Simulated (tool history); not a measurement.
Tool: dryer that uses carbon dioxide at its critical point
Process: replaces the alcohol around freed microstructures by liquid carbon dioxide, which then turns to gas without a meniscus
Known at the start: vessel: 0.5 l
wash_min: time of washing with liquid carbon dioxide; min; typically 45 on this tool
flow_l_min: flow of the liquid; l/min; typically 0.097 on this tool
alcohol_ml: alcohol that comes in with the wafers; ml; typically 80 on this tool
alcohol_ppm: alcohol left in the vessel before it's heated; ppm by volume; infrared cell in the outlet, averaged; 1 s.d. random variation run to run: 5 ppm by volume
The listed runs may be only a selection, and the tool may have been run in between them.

| run | hour | wash_min | flow_l_min | alcohol_ml | alcohol_ppm |
|---|---|---|---|---|---|
| 1 | 0 | 45 | 0.097 | 80 | 68 |
| 2 | 6 | 45 | 0.097 | 80 | 74 |
| 3 | 11.2 | 45 | 0.097 | 80 | 74 |
|  | 13.6 | inlet filter changed |
| 4 | 20.1 | 45 | 0.097 | 80 | 56 |
| 5 | 24.6 | 68 | 0.097 | 80 | 19 |
| 6 | 33.7 | 45 | 0.097 | 80 | 44 |
| 7 | 39.9 | 45 | 0.097 | 80 | 41 |
| 8 | 47.6 | 45 | 0.097 | 80 | 41 |
| 9 | 52.9 | 45 | 0.097 | 80 | 34 |
| 10 | 61.4 | 45 | 0.097 | 80 | 37 |
| 11 | 70.7 | 45 | 0.097 | 80 | 44 |
| 12 | 75.9 | 45 | 0.097 | 80 | 47 |
| 13 | 85.2 | 45 | 0.097 | 80 | 49 |
| 14 | 90 | 45 | 0.097 | 80 | 52 |
| 15 | 94.6 | 45 | 0.097 | 80 | 47 |
| 16 | 100.7 | 45 | 0.097 | 80 | 46 |
| 17 | 105.6 | 45 | 0.097 | 80 | 64 |
| 18 | 109.9 | 45 | 0.097 | 80 | 43 |
| 19 | 114.5 | 45 | 0.097 | 80 | 47 |
| 20 | 121 | 45 | 0.097 | 80 | 47 |
| 21 | 125.8 | 45 | 0.097 | 80 | 51 |
| 22 | 130.7 | 34 | 0.097 | 75 | 241 |
| 23 | 136.5 | 52 | 0.097 | 34 | 18 |
| 24 | 142.4 | 52 | 0.097 | 34 | 19 |
| 25 | 151.8 | 52 | 0.0613 | 34 | 141 |
| 26 | 160 | 45 | 0.0767 | 80 | 190 |
| 27 | 165.6 | 47 | 0.1028 | 28 | 25 |
| 28 | 174.1 | 47 | 0.0743 | 77 | 171 |
| 29 | 179.9 | 29 | 0.1146 | 80 | 265 |
| 30 | 184.6 | 29 | 0.1146 | 80 | 263 |
| 31 | 188.9 | 31 | 0.1178 | 91 | 160 |
| 32 | 196 | 40 | 0.1164 | 86 | 47 |
| 33 | 201.1 | 45 | 0.0882 | 51 | 64 |
| 34 | 207 | 45 | 0.0813 | 51 | 96 |
| 35 | 215.2 | 45 | 0.1621 | 100 | 17 |
| 36 | 221.7 | 45 | 0.1621 | 100 | 18 |
| 37 | 230.5 | 45 | 0.1621 | 72 | 14 |
| 38 | 238 | 45 | 0.1621 | 72 | 18 |
| 39 | 242 | 45 | 0.1621 | 72 | 17 |
| 40 | 248.8 | 45 | 0.1621 | 72 | 28 |
| 41 | 257.7 | 43 | 0.0617 | 80 | 911 |

Pick out some run-to-run changes in alcohol_ppm. Of each, how much would a tool without hidden state show as well, from the settings, what came in and chance, and how much is left for the hidden state and any gauge scatter not in both results compared?
Hidden state present: flow that reaches the vessel past the clogged filter, %; alcohol in the recycled carbon dioxide, ppm; drift of the gauge itself on alcohol_ppm, %.
Run 3 -> 4: inlet filter changed. alcohol_ppm -18 ppm by volume: hidden state -34, all else +16.
Run 21 -> 22: wash_min 45 -> 34, alcohol_ml 80 -> 75. alcohol_ppm +190 ppm by volume: hidden state +19, all else +171.
Run 22 -> 23: wash_min 34 -> 52, alcohol_ml 75 -> 34. alcohol_ppm -223 ppm by volume: hidden state -22, all else -201.
Run 40 -> 41: wash_min 45 -> 43, flow_l_min 0.1621 -> 0.0617, alcohol_ml 72 -> 80. alcohol_ppm +883 ppm by volume: hidden state +135, all else +748.
